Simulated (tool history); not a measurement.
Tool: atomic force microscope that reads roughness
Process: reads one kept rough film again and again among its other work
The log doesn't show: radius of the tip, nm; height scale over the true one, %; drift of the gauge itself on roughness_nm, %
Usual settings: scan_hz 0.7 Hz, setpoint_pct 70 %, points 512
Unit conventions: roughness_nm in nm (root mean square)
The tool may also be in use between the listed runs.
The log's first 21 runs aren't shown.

run    hour  scan_hz  setpoint_pct  points  pictures with this tip  hours of work since the height scale was calibrated  roughness_nm
 22   785.5    1.002            70     512                     155                                                  364         1.905
 23   839.5    0.535            70     512                     190                                                  386         1.902
 24   862.6    0.535            70     512                     204                                                  395          1.89
 25   907.8    0.535            70     512                     233                                                  414         1.835
 26   930.8    0.535            70     512                     248                                                  423         1.825
      955.2  -- new tip fitted
 27   960.9    1.602            70     652                       4                                                  435         2.115
      965.8  -- height scale calibrated on a step standard
 28   989.9    1.602            70     652                      22                                                   10         2.077
 29  1011.9    1.579            70     652                      36                                                   19         2.057
 30  1063.4    1.315            62     599                      69                                                   40         2.053
 31  1111.4    1.315            62     599                      99                                                   59         2.005
 32  1139.4    1.315            62     599                     117                                                   70         1.973
 33    1187    1.097            74     292                     148                                                   90         1.866
 34  1213.4    1.097            74     292                     164                                                  100         1.852
 35  1251.7      0.7            65     727                     189                                                  116           1.9
     1291.5  -- height scale calibrated on a step standard, once more
 36  1297.1      0.7            65     727                     217                                                    2         1.891
 37    1341    2.428            65     483                     245                                                   20         1.749
     1371.4  -- new tip fitted
 38  1384.4    0.722            74     622                       9                                                   37         2.153
 39  1428.4    0.722            74     622                      37                                                   55         2.126

Consider 5 possible next runs. They are alternatives, not a sequence: every one starts from the tool as it was left by run 39. What does each give?
  A  1480.1    2.128            81     287                      70                                                   76             ?
  B  1480.1      0.7            65     298                      70                                                   76             ?
  C  1480.1     1.81            68     503                      70                                                   76             ?
  D  1480.1     1.61            70     326                      70                                                   76             ?
  E  1480.1    1.062            66     669                      70                                                   76             ?

run  roughness_nm
  A         1.839
  B         2.084
  C         2.011
  D         1.995
  E         2.091
Stripped of hidden state, with their random variation kept, the same runs would have yielded:
run  roughness_nm
  A         1.952
  B         2.212
  C         2.135
  D         2.118
  E          2.22
